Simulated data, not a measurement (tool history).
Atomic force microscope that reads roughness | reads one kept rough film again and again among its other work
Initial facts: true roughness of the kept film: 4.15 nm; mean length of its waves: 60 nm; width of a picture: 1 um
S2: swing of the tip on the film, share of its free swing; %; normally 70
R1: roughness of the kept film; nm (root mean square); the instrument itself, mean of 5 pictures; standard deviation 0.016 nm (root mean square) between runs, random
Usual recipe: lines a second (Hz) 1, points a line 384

Run 1, hour 0: usual settings. Result: R1 3.778 nm (root mean square).
Run 2, hour 37.4: usual settings. Result: R1 3.699 nm (root mean square).
At hour 54.1: new tip fitted.
Run 3, hour 69.2: usual settings. Result: R1 3.837 nm (root mean square).
Run 4, hour 112.1: usual settings. Result: R1 3.746 nm (root mean square).
At hour 143.9: new tip fitted.
Run 5, hour 153.6: usual settings but S2 57 %. Result: R1 3.968 nm (root mean square).
Run 6, hour 179.7: usual settings but S2 57 %. Result: R1 3.876 nm (root mean square).
Run 7, hour 207.4: usual settings but S2 57 %. Result: R1 3.858 nm (root mean square).
At hour 232.1: new tip fitted.
Run 8, hour 243.8: usual settings but lines a second (Hz) 1.13. Result: R1 3.85 nm (root mean square).
Run 9, hour 276.2: usual settings but points a line 382. Result: R1 3.808 nm (root mean square).
Run 10, hour 299.7: usual settings. Result: R1 3.731 nm (root mean square).
At hour 323.3: new tip fitted.
Run 11, hour 340.6: usual settings but S2 63 %. Result: R1 3.893 nm (root mean square).
Run 12, hour 366.5: usual settings but S2 63 %. Result: R1 3.867 nm (root mean square).
Run 13, hour 401: usual settings but lines a second (Hz) 0.82. Result: R1 3.77 nm (root mean square).
At hour 412.9: new tip fitted.
Run 14, hour 451.4: usual settings but lines a second (Hz) 0.82. Result: R1 3.833 nm (root mean square).
At hour 456.1: height scale calibrated on a step standard.
At hour 503.4: new tip fitted.
Run 15, hour 506.2: usual settings but lines a second (Hz) 0.82, S2 73 %. Result: R1 3.876 nm (root mean square).
Run 16, hour 534.1: usual settings but lines a second (Hz) 0.82, S2 73 %. Result: R1 3.8 nm (root mean square).
Run 17, hour 560.1: usual settings but S2 62 %, points a line 286. Result: R1 3.812 nm (root mean square).
Run 18, hour 590: usual settings but S2 56 %. Result: R1 3.81 nm (root mean square).
At hour 592.8: new tip fitted.
Run 19, hour 614.9: usual settings but S2 58 %, points a line 531. Result: R1 3.926 nm (root mean square).
Run 20, hour 649.2: usual settings but points a line 511. Result: R1 3.771 nm (root mean square).
Run 21, hour 672.8: usual settings but points a line 511. Result: R1 3.723 nm (root mean square).
At hour 681: new tip fitted.
Run 22, hour 705.4: usual settings but lines a second (Hz) 0.91, S2 84 %, points a line 511. Result: R1 3.732 nm (root mean square).
At hour 744.5: height scale calibrated on a step standard, once more.
Run 23, hour 744.5: usual settings but lines a second (Hz) 1.07. Result: R1 3.775 nm (root mean square).
Run 24, hour 769.1: usual settings but lines a second (Hz) 1.95, points a line 468. Result: R1 3.615 nm (root mean square).

Each row is a separate what-if for the run after 24, all from the same tool condition, not one after another. Results?
At hour 774.7: new tip fitted.
Run A, hour 815.3: usual settings but lines a second (Hz) 1.95, S2 85 %, points a line 468. Result: R1 ?.
At hour 774.7: new tip fitted.
Run B, hour 815.3: usual settings but lines a second (Hz) 1.95, S2 62 %, points a line 403. Result: R1 ?.
At hour 774.7: new tip fitted.
Run C, hour 815.3: usual settings but lines a second (Hz) 1.14, points a line 366. Result: R1 ?.
At hour 774.7: new tip fitted.
Run D, hour 815.3: usual settings but lines a second (Hz) 0.83, S2 74 %, points a line 742. Result: R1 ?.
At hour 774.7: new tip fitted.
Run E, hour 815.3: usual settings but lines a second (Hz) 2.61, S2 74 %. Result: R1 ?.

run     R1
  A  3.431
  B  3.806
  C  3.785
  D  3.808
  E  3.531
What these runs would have given with no unlogged condition in the tool:
run     R1
  A  3.516
  B    3.9
  C  3.879
  D  3.902
  E  3.619

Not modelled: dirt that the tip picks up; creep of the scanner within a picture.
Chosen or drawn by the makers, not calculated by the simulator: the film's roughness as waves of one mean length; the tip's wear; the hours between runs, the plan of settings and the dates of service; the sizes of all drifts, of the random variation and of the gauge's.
